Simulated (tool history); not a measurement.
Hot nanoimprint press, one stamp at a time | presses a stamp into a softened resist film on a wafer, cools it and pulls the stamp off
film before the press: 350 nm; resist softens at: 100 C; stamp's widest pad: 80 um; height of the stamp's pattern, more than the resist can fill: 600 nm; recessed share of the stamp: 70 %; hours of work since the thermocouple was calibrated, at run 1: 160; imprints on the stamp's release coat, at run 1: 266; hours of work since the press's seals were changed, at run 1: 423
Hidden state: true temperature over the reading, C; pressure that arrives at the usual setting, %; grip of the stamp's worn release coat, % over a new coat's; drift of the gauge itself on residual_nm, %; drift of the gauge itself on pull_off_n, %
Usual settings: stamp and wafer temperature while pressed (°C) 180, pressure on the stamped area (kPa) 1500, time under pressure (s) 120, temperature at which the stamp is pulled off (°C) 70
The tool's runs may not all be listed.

| run | day | stamp and wafer temperature while pressed (°C) | pressure on the stamped area (kPa) | time under pressure (s) | temperature at which the stamp is pulled off (°C) | hours of work since the thermocouple was calibrated | imprints on the stamp's release coat | hours of work since the press's seals were changed | resist left under the stamp's widest pad (angstrom) | greatest force while the stamp is pulled off (N) |
|---|---|---|---|---|---|---|---|---|---|---|
| 1 | 0.000 | 180 | 1500 | 120 | 70 | 160 | 266 | 423 | 1599 | 224 |
| 2 | 0.512 | 180 | 1500 | 120 | 70 | 169 | 314 | 432 | 1584 | 226 |
| 3 | 0.783 | 181 | 1500 | 120 | 70 | 174 | 339 | 437 | 1521 | 230 |
| 4 | 1.371 | 180 | 1470 | 120 | 70 | 185 | 394 | 448 | 1593 | 231 |
| 5 | 2.012 | 180 | 1500 | 120 | 57 | 197 | 453 | 460 | 1588 | 293 |
| 6 | 2.412 | 180 | 1500 | 120 | 57 | 204 | 491 | 467 | 1593 | 309 |
| 7 | 3.050 | 180 | 1500 | 120 | 57 | 216 | 550 | 479 | 1603 | 306 |
| 8 | 3.471 | 180 | 1500 | 120 | 70 | 224 | 588 | 486 | 1592 | 221 |
| 9 | 3.775 | 180 | 1500 | 120 | 70 | 229 | 617 | 492 | 1582 | 229 |
| 10 | 4.225 | 176 | 1500 | 120 | 70 | 237 | 658 | 500 | 1873 | 227 |
| 11 | 4.617 | 176 | 1500 | 120 | 70 | 245 | 695 | 507 | 1856 | 229 |
| 12 | 5.117 | 170 | 1990 | 72 | 70 | 254 | 741 | 517 | 2500 | 231 |
| 13 | 5.617 | 170 | 1990 | 72 | 70 | 263 | 788 | 526 | 2507 | 231 |
| 14 | 6.238 | 180 | 2370 | 123 | 62 | 274 | 845 | 537 | 1292 | 268 |
| 15 | 6.567 | 171 | 1160 | 234 | 65 | 281 | 876 | 543 | 2040 | 256 |
| 16 | 6.846 | 171 | 1160 | 234 | 65 | 286 | 902 | 548 | 2022 | 265 |
| 17 | 7.429 | 180 | 1570 | 183 | 60 | 296 | 956 | 559 | 1307 | 287 |
|  | 7.996 | stamp cleaned and given a new release coat |
| 18 | 8.138 | 180 | 1570 | 183 | 60 | 305 | 13 | 568 | 1340 | 282 |
| 19 | 8.529 | 188 | 1500 | 120 | 55 | 312 | 50 | 575 | 1123 | 307 |

Forecast each of these 3 alternatives for the next run:
| A | 8.983 | 175 | 1500 | 109 | 70 | 320 | 92 | 583 | ? | ? |
| B | 8.983 | 188 | 2350 | 98 | 55 | 320 | 92 | 583 | ? | ? |
| C | 8.983 | 179 | 1500 | 120 | 55 | 320 | 92 | 583 | ? | ? |

| run | resist left under the stamp's widest pad (angstrom) | greatest force while the stamp is pulled off (N) |
|---|---|---|
| A | 2074 | 226 |
| B | 1004 | 311 |
| C | 1663 | 323 |
Without the tool's hidden state the same runs would have given:
| run | resist left under the stamp's widest pad (angstrom) | greatest force while the stamp is pulled off (N) |
|---|---|---|
| A | 2068 | 225 |
| B | 1001 | 311 |
| C | 1658 | 323 |

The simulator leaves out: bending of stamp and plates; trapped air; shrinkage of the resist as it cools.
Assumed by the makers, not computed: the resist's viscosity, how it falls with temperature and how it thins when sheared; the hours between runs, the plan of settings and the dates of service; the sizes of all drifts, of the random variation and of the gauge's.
